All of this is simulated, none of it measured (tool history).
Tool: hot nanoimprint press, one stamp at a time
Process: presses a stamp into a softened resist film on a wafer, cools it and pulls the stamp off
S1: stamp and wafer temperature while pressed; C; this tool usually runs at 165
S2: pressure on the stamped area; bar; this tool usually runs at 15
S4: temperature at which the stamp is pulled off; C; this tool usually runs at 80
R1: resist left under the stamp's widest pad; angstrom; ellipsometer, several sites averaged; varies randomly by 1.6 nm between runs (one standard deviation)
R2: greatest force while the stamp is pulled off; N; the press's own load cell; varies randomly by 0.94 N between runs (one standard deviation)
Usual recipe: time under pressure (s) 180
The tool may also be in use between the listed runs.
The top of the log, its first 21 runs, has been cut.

{"run": 22, "hour": 162.1, "S1": 165, "S2": 15, "time under pressure (s)": 181, "S4": 67, "R1": 2991, "R2": 153.2}
{"run": 23, "hour": 171.0, "S1": 165, "S2": 15, "time under pressure (s)": 335, "S4": 67, "R1": 2419, "R2": 154.1}
{"run": 24, "hour": 176.5, "S1": 171, "S2": 15, "time under pressure (s)": 180, "S4": 75, "R1": 2139, "R2": 140.5}
{"run": 25, "hour": 185.6, "S1": 162, "S2": 15, "time under pressure (s)": 99, "S4": 75, "R1": 4208, "R2": 141.7}
{"run": 26, "hour": 190.1, "S1": 162, "S2": 11.7, "time under pressure (s)": 99, "S4": 68, "R1": 4744, "R2": 154.5}
{"run": 27, "hour": 196.4, "S1": 168, "S2": 15, "time under pressure (s)": 180, "S4": 74, "R1": 2514, "R2": 142.7}
{"hour": 209.1, "done": "stamp cleaned and given a new release coat"}
{"run": 28, "hour": 210.5, "S1": 165, "S2": 15.1, "time under pressure (s)": 180, "S4": 86, "R1": 2989, "R2": 120}
{"run": 29, "hour": 215.4, "S1": 165, "S2": 17, "time under pressure (s)": 180, "S4": 78, "R1": 2772, "R2": 134.1}
{"run": 30, "hour": 223.2, "S1": 165, "S2": 13, "time under pressure (s)": 180, "S4": 80, "R1": 3218, "R2": 129.7}

3 ways to go on from here, each from the tool as it stands after run 30. What would each give?
{"run": "A", "hour": 232.2, "S1": 165, "S2": 15.4, "time under pressure (s)": 210, "S4": 80, "R1": "?", "R2": "?"}
{"run": "B", "hour": 232.2, "S1": 170, "S2": 10.8, "time under pressure (s)": 321, "S4": 80, "R1": "?", "R2": "?"}
{"run": "C", "hour": 232.2, "S1": 165, "S2": 20.6, "time under pressure (s)": 91, "S4": 80, "R1": "?", "R2": "?"}

run=A R1=2789 R2=131.8
run=B R1=2247 R2=130.5
run=C R1=3162 R2=129.6
Without the tool's hidden state the same runs would have given:
run=A R1=2795 R2=131.8
run=B R1=2252 R2=130.5
run=C R1=3167 R2=129.6
